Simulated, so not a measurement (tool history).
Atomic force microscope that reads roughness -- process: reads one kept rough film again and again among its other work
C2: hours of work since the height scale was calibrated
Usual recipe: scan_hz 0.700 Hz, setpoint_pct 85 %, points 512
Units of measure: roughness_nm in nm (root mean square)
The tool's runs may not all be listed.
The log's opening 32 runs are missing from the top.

{"run": 33, "hour": 762.9, "scan_hz": 1.888, "setpoint_pct": 65, "points": 1004, "pictures with this tip": 222, "C2": 1089, "roughness_nm": 3.214}
{"hour": 770.6, "done": "new tip fitted"}
{"run": 34, "hour": 788.0, "scan_hz": 1.316, "setpoint_pct": 90, "points": 952, "pictures with this tip": 28, "C2": 1102, "roughness_nm": 3.097}
{"run": 35, "hour": 813.3, "scan_hz": 1.316, "setpoint_pct": 90, "points": 622, "pictures with this tip": 68, "C2": 1116, "roughness_nm": 3.028}
{"run": 36, "hour": 841.0, "scan_hz": 1.316, "setpoint_pct": 90, "points": 622, "pictures with this tip": 112, "C2": 1131, "roughness_nm": 2.996}
{"run": 37, "hour": 865.4, "scan_hz": 1.835, "setpoint_pct": 80, "points": 373, "pictures with this tip": 150, "C2": 1144, "roughness_nm": 2.973}
{"run": 38, "hour": 890.3, "scan_hz": 2.403, "setpoint_pct": 88, "points": 298, "pictures with this tip": 189, "C2": 1158, "roughness_nm": 2.563}
{"run": 39, "hour": 913.2, "scan_hz": 2.953, "setpoint_pct": 75, "points": 284, "pictures with this tip": 226, "C2": 1170, "roughness_nm": 2.787}
{"hour": 920.2, "done": "new tip fitted"}
{"run": 40, "hour": 935.9, "scan_hz": 2.953, "setpoint_pct": 75, "points": 284, "pictures with this tip": 25, "C2": 1182, "roughness_nm": 3.032}
{"run": 41, "hour": 953.0, "scan_hz": 1.74, "setpoint_pct": 86, "points": 283, "pictures with this tip": 52, "C2": 1192, "roughness_nm": 2.981}
{"run": 42, "hour": 983.8, "scan_hz": 1.656, "setpoint_pct": 80, "points": 886, "pictures with this tip": 100, "C2": 1208, "roughness_nm": 3.117}
{"run": 43, "hour": 1014.1, "scan_hz": 2.095, "setpoint_pct": 74, "points": 874, "pictures with this tip": 148, "C2": 1225, "roughness_nm": 3.086}
{"run": 44, "hour": 1029.9, "scan_hz": 2.095, "setpoint_pct": 74, "points": 874, "pictures with this tip": 173, "C2": 1233, "roughness_nm": 3.076}
{"run": 45, "hour": 1049.0, "scan_hz": 2.095, "setpoint_pct": 74, "points": 874, "pictures with this tip": 203, "C2": 1244, "roughness_nm": 3.032}
{"hour": 1069.8, "done": "new tip fitted"}
{"run": 46, "hour": 1082.2, "scan_hz": 2.777, "setpoint_pct": 71, "points": 874, "pictures with this tip": 20, "C2": 1261, "roughness_nm": 3.198}
{"run": 47, "hour": 1112.1, "scan_hz": 0.7, "setpoint_pct": 57, "points": 726, "pictures with this tip": 67, "C2": 1278, "roughness_nm": 3.671}
{"run": 48, "hour": 1136.6, "scan_hz": 0.7, "setpoint_pct": 57, "points": 726, "pictures with this tip": 106, "C2": 1291, "roughness_nm": 3.617}

Each row is a separate what-if for the run after 48, all from the same tool condition, not one after another. Results?
{"run": "A", "hour": 1161.3, "scan_hz": 3.763, "setpoint_pct": 85, "points": 547, "pictures with this tip": 145, "C2": 1304, "roughness_nm": "?"}
{"run": "B", "hour": 1161.3, "scan_hz": 0.7, "setpoint_pct": 57, "points": 512, "pictures with this tip": 145, "C2": 1304, "roughness_nm": "?"}
{"run": "C", "hour": 1161.3, "scan_hz": 1.457, "setpoint_pct": 64, "points": 558, "pictures with this tip": 145, "C2": 1304, "roughness_nm": "?"}
{"run": "D", "hour": 1161.3, "scan_hz": 0.954, "setpoint_pct": 90, "points": 750, "pictures with this tip": 145, "C2": 1304, "roughness_nm": "?"}

run=A roughness_nm=2.367
run=B roughness_nm=3.549
run=C roughness_nm=3.394
run=D roughness_nm=3.116
With the hidden condition removed and each run's random variation left untouched, the same runs would have given:
run=A roughness_nm=2.558
run=B roughness_nm=3.834
run=C roughness_nm=3.668
run=D roughness_nm=3.367
